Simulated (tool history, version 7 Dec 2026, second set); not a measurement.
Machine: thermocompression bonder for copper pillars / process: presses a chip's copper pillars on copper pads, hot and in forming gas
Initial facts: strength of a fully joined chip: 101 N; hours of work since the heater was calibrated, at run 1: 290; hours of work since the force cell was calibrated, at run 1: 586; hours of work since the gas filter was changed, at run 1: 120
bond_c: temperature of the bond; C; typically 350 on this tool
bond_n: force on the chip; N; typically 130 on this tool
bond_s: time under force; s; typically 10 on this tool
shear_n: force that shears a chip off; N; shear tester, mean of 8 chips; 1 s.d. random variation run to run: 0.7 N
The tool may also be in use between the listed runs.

run   hour  bond_c  bond_n  bond_s  hours of work since the heater was calibrated  hours of work since the force cell was calibrated  hours of work since the gas filter was changed  shear_n
  1      0     350     130      10                                            290                                                586                                             120     42.8
  2   21.8     350     130      10                                            302                                                598                                             132     42.4
  3   38.7     350     130      10                                            311                                                608                                             142     41.7
  4   61.4     350     130      10                                            324                                                620                                             154     40.9
  5   86.2     350     130      10                                            338                                                634                                             168     41.6
  6  102.8     350     130      26                                            347                                                643                                             177       57
  7  118.8     350     130      26                                            356                                                652                                             186     56.9
  8  148.1     350     130      26                                            372                                                668                                             202     55.7
  9  163.2     350     130       9                                            380                                                676                                             211     37.7
 10  186.5     350     130       9                                            393                                                689                                             223       39
 11  205.9     350     130      10                                            404                                                700                                             234     40.9
 12  219.9     350     130      10                                            412                                                708                                             242     40.3
 13  235.4     350     130      10                                            420                                                716                                             250     39.4
 14    262     350     130      10                                            435                                                731                                             265     38.9
     284.1  -- forming gas filter changed
 15  289.7     350     130      10                                            450                                                746                                               3     44.4
 16  319.6     350     151      10                                            466                                                763                                              20     46.5
 17  347.9     350     151       6                                            482                                                778                                              35     38.7
 18  368.9     350     151       6                                            494                                                790                                              47     39.1
 19  387.4     350     130       9                                            504                                                800                                              57     40.3
 20  400.6     350     130       9                                            511                                                807                                              64     40.4
 21  424.5     351     130      10                                            524                                                821                                              78     43.1
     435.4  -- heater calibrated with a thermocouple chip
 22    449     351     130      10                                              8                                                833                                              90     45.8
 23  466.8     331     130      10                                             17                                                843                                             100     39.7
 24  482.3     331     130      10                                             26                                                852                                             109     40.4
 25  497.5     350      81      10                                             34                                                860                                             117     33.7
 26  520.4     350      81      10                                             47                                                873                                             130     32.9
 27  547.5     343      81       7                                             62                                                888                                             145     26.3
 28  573.1     343      81       7                                             76                                                902                                             159     25.9
 29  594.3     360     112      23                                             88                                                913                                             170     56.6
 30  621.2     360     112      23                                            103                                                928                                             185     55.6
 31  638.6     327     130      10                                            112                                                938                                             195       34
 32  650.9     372     138      12                                            119                                                945                                             202     55.5
 33  676.2     336     119       9                                            133                                                959                                             216     34.3
 34  699.4     342     119       9                                            146                                                972                                             229     35.9
 35  725.9     352     130      10                                            161                                                986                                             243     43.4
 36  752.4     352     130      10                                            175                                               1001                                             258     41.7
 37  773.8     350     130       6                                            187                                               1013                                             270     33.2
 38    786     350     163      21                                            194                                               1019                                             276       58
     788.3  -- forming gas filter changed
 39    813     350     163      21                                            209                                               1034                                              14     66.3

What differs in the tool's unlogged condition from the final listed run ahead of each entry between runs to the first listed run following it?
After run 14, before run 15: forming gas filter changed (hour 284.1)
  true temperature of the bond over the reading, C: -11.7 -> -12.1; force that reaches the chip, % of what is set: 95.9 -> 95.8; oxide that the forming gas leaves, % of the face: 12.24 -> 0.74
  the result without the hidden state subtracted from the measured one, shear_n: -10.3 -> -5.6 N
After run 21, before run 22: heater calibrated with a thermocouple chip (hour 435.4)
  true temperature of the bond over the reading, C: -13.8 -> -0.3; oxide that the forming gas leaves, % of the face: 3.95 -> 4.49
  the result without the hidden state subtracted from the measured one, shear_n: -7.6 -> -3.4 N
After run 38, before run 39: forming gas filter changed (hour 788.3)
  true temperature of the bond over the reading, C: -4.7 -> -5; force that reaches the chip, % of what is set: 94.4 -> 94.3; oxide that the forming gas leaves, % of the face: 12.58 -> 1.02
  the result without the hidden state subtracted from the measured one, shear_n: -11.5 -> -4.2 N

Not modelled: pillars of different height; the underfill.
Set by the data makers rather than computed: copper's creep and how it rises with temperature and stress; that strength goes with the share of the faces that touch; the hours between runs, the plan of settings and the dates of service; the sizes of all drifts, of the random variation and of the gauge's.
